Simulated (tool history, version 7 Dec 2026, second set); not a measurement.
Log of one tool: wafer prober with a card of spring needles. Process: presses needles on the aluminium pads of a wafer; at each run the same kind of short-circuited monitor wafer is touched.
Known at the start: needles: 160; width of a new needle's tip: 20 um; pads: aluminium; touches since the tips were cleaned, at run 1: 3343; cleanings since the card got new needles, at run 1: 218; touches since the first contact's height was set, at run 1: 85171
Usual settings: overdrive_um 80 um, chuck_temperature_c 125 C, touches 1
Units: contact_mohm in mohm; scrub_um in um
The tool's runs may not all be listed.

run	hour	overdrive_um	chuck_temperature_c	touches	touches since the tips were cleaned	cleanings since the card got new needles	touches since the first contact's height was set	contact_mohm	scrub_um
1	0	80	125	1	3343	218	85171	247	11.615
# hour 7.7: tips cleaned on abrasive film
# hour 17.8: tips cleaned on abrasive film
# hour 28: tips cleaned on abrasive film
# hour 30.8: height of the first contact set anew
# hour 41: tips cleaned on abrasive film
# hour 53.7: tips cleaned on abrasive film
2	57.5	80	125	1	2855	223	19982	243	11.63
# hour 65.1: tips cleaned on abrasive film
# hour 75.3: tips cleaned on abrasive film
# hour 88: tips cleaned on abrasive film
# hour 100.7: tips cleaned on abrasive film
3	101.1	88	125	1	298	227	52630	242	12.791
# hour 111.2: tips cleaned on abrasive film
# hour 121.4: tips cleaned on abrasive film
# hour 131.6: tips cleaned on abrasive film
4	139.8	88	125	1	6231	230	81695	244	12.79
# hour 142.4: tips cleaned on abrasive film
# hour 152.6: tips cleaned on abrasive film
# hour 162.8: tips cleaned on abrasive film
# hour 175.5: tips cleaned on abrasive film
# hour 175.8: height of the first contact set anew
# hour 188.5: tips cleaned on abrasive film
# hour 198.6: tips cleaned on abrasive film
5	204.7	88	125	1	4579	236	21705	246	12.803
# hour 209.8: tips cleaned on abrasive film
# hour 220: tips cleaned on abrasive film
# hour 230.2: tips cleaned on abrasive film
# hour 242.9: tips cleaned on abrasive film
# hour 253.1: tips cleaned on abrasive film
# hour 265.7: tips cleaned on abrasive film
# hour 275.9: tips cleaned on abrasive film
# hour 286.1: tips cleaned on abrasive film
6	289.4	88	125	1	2482	244	85083	245	12.801
# hour 297: tips cleaned on abrasive film
# hour 307.2: tips cleaned on abrasive film
# hour 317.4: tips cleaned on abrasive film
# hour 320.2: height of the first contact set anew
# hour 327.8: tips cleaned on abrasive film
# hour 338: tips cleaned on abrasive film
# hour 350.7: tips cleaned on abrasive film
7	358.5	88	125	1	5904	250	28740	240	12.804
# hour 361.1: tips cleaned on abrasive film
# hour 373.8: tips cleaned on abrasive film
# hour 384: tips cleaned on abrasive film
# hour 396.7: tips cleaned on abrasive film
# hour 409.4: tips cleaned on abrasive film
# hour 422.1: tips cleaned on abrasive film
# hour 432.3: tips cleaned on abrasive film
8	437.7	80	125	2	4123	257	88051	242	11.651
# hour 442.9: tips cleaned on abrasive film
# hour 453: tips cleaned on abrasive film
# hour 463.2: tips cleaned on abrasive film
# hour 466: height of the first contact set anew
# hour 473.7: tips cleaned on abrasive film
# hour 486.4: tips cleaned on abrasive film
# hour 499.1: tips cleaned on abrasive film
9	505.5	60	125	2	4860	263	29599	247	8.745
# hour 510.6: tips cleaned on abrasive film
# hour 523.3: tips cleaned on abrasive film
# hour 536: tips cleaned on abrasive film
# hour 546.2: tips cleaned on abrasive film
# hour 558.9: tips cleaned on abrasive film
# hour 571.6: tips cleaned on abrasive film
# hour 584.3: tips cleaned on abrasive film
10	588.6	80	125	1	3260	270	91850	245	11.653
# hour 596.2: tips cleaned on abrasive film
# hour 606.4: tips cleaned on abrasive film
# hour 611.7: height of the first contact set anew
# hour 619.4: tips cleaned on abrasive film
# hour 629.6: tips cleaned on abrasive film
# hour 639.7: tips cleaned on abrasive film
# hour 649.9: tips cleaned on abrasive film
11	658.5	80	125	1	6516	276	35061	244	11.662
# hour 661.1: tips cleaned on abrasive film
# hour 673.8: tips cleaned on abrasive film
# hour 684: tips cleaned on abrasive film
# hour 694.2: tips cleaned on abrasive film
# hour 704.4: tips cleaned on abrasive film
# hour 717: tips cleaned on abrasive film
12	719.9	85	84	1	2160	282	80991	238	12.401
# hour 727.6: tips cleaned on abrasive film
# hour 737.7: tips cleaned on abrasive film
# hour 747.9: tips cleaned on abrasive film
# hour 755.8: height of the first contact set anew
# hour 758.4: tips cleaned on abrasive film
# hour 771.1: tips cleaned on abrasive film
# hour 783.8: tips cleaned on abrasive film
# hour 793.9: tips cleaned on abrasive film
13	796.6	67	51	3	2033	289	30578	230	9.782
# hour 804.3: tips cleaned on abrasive film
# hour 814.4: tips cleaned on abrasive film
# hour 827.1: tips cleaned on abrasive film
# hour 837.3: tips cleaned on abrasive film
# hour 850: tips cleaned on abrasive film
# hour 862.7: tips cleaned on abrasive film
# hour 872.9: tips cleaned on abrasive film
14	882.5	60	36	1	7310	296	94970	224	8.764
# hour 885.2: tips cleaned on abrasive film
# hour 895.3: tips cleaned on abrasive film
# hour 900.7: height of the first contact set anew
# hour 908.3: tips cleaned on abrasive film
# hour 918.5: tips cleaned on abrasive film
# hour 931.2: tips cleaned on abrasive film
# hour 941.4: tips cleaned on abrasive film
# hour 951.5: tips cleaned on abrasive film
# hour 962.4: tips cleaned on abrasive film
15	962.4	80	46	1	0	304	46236	226	11.686
# hour 975.1: tips cleaned on abrasive film
# hour 987.8: tips cleaned on abrasive film
# hour 998: tips cleaned on abrasive film
# hour 1010.7: tips cleaned on abrasive film
# hour 1023.4: tips cleaned on abrasive film
# hour 1033.6: tips cleaned on abrasive film
# hour 1043.7: tips cleaned on abrasive film
# hour 1046.5: height of the first contact set anew
16	1048.6	80	46	1	3461	311	1558	225	11.681
# hour 1056.3: tips cleaned on abrasive film
# hour 1069: tips cleaned on abrasive film
# hour 1079.1: tips cleaned on abrasive film
# hour 1091.8: tips cleaned on abrasive film
# hour 1102: tips cleaned on abrasive film
17	1102.4	80	82	2	291	316	41812	232	11.697
# hour 1112.6: tips cleaned on abrasive film
# hour 1125.2: tips cleaned on abrasive film
# hour 1135.4: tips cleaned on abrasive film
# hour 1145.6: tips cleaned on abrasive film
# hour 1155.8: tips cleaned on abrasive film
# hour 1165.9: tips cleaned on abrasive film
# hour 1176.1: tips cleaned on abrasive film
# hour 1188.8: tips cleaned on abrasive film
# hour 1191.6: height of the first contact set anew
18	1192.7	75	108	1	2681	324	777	240	10.973
# hour 1200.3: tips cleaned on abrasive film
# hour 1210.5: tips cleaned on abrasive film
# hour 1220.7: tips cleaned on abrasive film
# hour 1230.8: tips cleaned on abrasive film
# hour 1241: tips cleaned on abrasive film
# hour 1253.7: tips cleaned on abrasive film
19	1263.7	75	73	1	7593	330	54042	233	10.962
# hour 1266.4: tips cleaned on abrasive film
# hour 1276.5: tips cleaned on abrasive film
# hour 1289.2: tips cleaned on abrasive film
# hour 1301.9: tips cleaned on abrasive film
# hour 1312.1: tips cleaned on abrasive film
# hour 1322.3: tips cleaned on abrasive film
# hour 1334.9: tips cleaned on abrasive film
# hour 1335.2: height of the first contact set anew
# hour 1345.4: tips cleaned on abrasive film
20	1345.5	85	73	3	57	338	7669	231	12.439
# hour 1355.7: tips cleaned on abrasive film
# hour 1368.4: tips cleaned on abrasive film
# hour 1381.1: tips cleaned on abrasive film
# hour 1391.2: tips cleaned on abrasive film
# hour 1401.4: tips cleaned on abrasive film
# hour 1414.1: tips cleaned on abrasive film
21	1421.6	82	33	1	5624	344	64691	219	12.012
# hour 1426.7: tips cleaned on abrasive film
# hour 1436.9: tips cleaned on abrasive film
# hour 1449.6: tips cleaned on abrasive film
# hour 1459.7: tips cleaned on abrasive film
22	1468.4	80	34	1	6586	348	99822	222	11.724

Forecast each of these 3 alternatives for the next run:
# hour 1471.1: tips cleaned on abrasive film
# hour 1478.9: height of the first contact set anew
# hour 1484.1: tips cleaned on abrasive film
# hour 1494.2: tips cleaned on abrasive film
# hour 1504.4: tips cleaned on abrasive film
# hour 1517.1: tips cleaned on abrasive film
# hour 1527.3: tips cleaned on abrasive film
A	1533.7	76	34	3	4833	354	40989	?	?
# hour 1471.1: tips cleaned on abrasive film
# hour 1478.9: height of the first contact set anew
# hour 1484.1: tips cleaned on abrasive film
# hour 1494.2: tips cleaned on abrasive film
# hour 1504.4: tips cleaned on abrasive film
# hour 1517.1: tips cleaned on abrasive film
# hour 1527.3: tips cleaned on abrasive film
B	1533.7	61	34	3	4833	354	40989	?	?
# hour 1471.1: tips cleaned on abrasive film
# hour 1478.9: height of the first contact set anew
# hour 1484.1: tips cleaned on abrasive film
# hour 1494.2: tips cleaned on abrasive film
# hour 1504.4: tips cleaned on abrasive film
# hour 1517.1: tips cleaned on abrasive film
# hour 1527.3: tips cleaned on abrasive film
C	1533.7	77	36	1	4833	354	40989	?	?

run	contact_mohm	scrub_um
A	222	11.132
B	225	8.928
C	222	11.29
Without the tool's hidden state the same runs would have given:
run	contact_mohm	scrub_um
A	222	11.037
B	224	8.852
C	221	11.194
